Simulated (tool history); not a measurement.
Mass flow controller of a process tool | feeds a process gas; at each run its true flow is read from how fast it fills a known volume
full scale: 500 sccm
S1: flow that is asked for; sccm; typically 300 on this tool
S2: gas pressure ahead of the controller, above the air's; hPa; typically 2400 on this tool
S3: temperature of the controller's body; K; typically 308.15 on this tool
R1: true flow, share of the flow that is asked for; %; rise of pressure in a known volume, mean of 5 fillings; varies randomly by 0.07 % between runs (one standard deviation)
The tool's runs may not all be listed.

run 1 hour=0.0 | S1=300 S2=2400 S3=308.15 | R1=98.97
run 2 hour=99.3 | S1=127 S2=2400 S3=308.15 | R1=98.37
run 3 hour=217.0 | S1=117 S2=2400 S3=308.15 | R1=98.36
run 4 hour=325.2 | S1=300 S2=2400 S3=308.15 | R1=98.91
run 5 hour=488.4 | S1=300 S2=2400 S3=308.15 | R1=98.92
-- hour=500.1 controller's zero set anew
run 6 hour=592.9 | S1=300 S2=2400 S3=308.15 | R1=98.96
run 7 hour=704.2 | S1=300 S2=2660 S3=308.15 | R1=98.79
run 8 hour=873.5 | S1=300 S2=2660 S3=308.15 | R1=98.86
run 9 hour=982.9 | S1=125 S2=2530 S3=313.15 | R1=98.58
run 10 hour=1131.9 | S1=300 S2=2650 S3=300.15 | R1=98.55
run 11 hour=1310.3 | S1=300 S2=2650 S3=300.15 | R1=98.43
-- hour=1354.0 controller's zero set anew, once more
run 12 hour=1452.9 | S1=300 S2=2720 S3=308.15 | R1=98.48
run 13 hour=1574.2 | S1=205 S2=2560 S3=308.15 | R1=98.13
run 14 hour=1666.5 | S1=454 S2=2110 S3=294.15 | R1=99.24
run 15 hour=1816.2 | S1=454 S2=2110 S3=294.15 | R1=99.13
run 16 hour=1916.2 | S1=454 S2=2110 S3=294.15 | R1=99.03

4 options for the next run, each taken on its own from the tool as it stands now. Forecast them:
run A hour=1995.4 | S1=56 S2=1760 S3=308.15 | R1=?
run B hour=1995.4 | S1=356 S2=1430 S3=294.15 | R1=?
run C hour=1995.4 | S1=454 S2=2110 S3=300.15 | R1=?
run D hour=1995.4 | S1=300 S2=2440 S3=308.15 | R1=?

run=A R1=97.95
run=B R1=99.01
run=C R1=99.45
run=D R1=98.62
What these runs would have given with no unlogged condition in the tool:
run=A R1=98.19
run=B R1=99.46
run=C R1=99.90
run=D R1=99.05
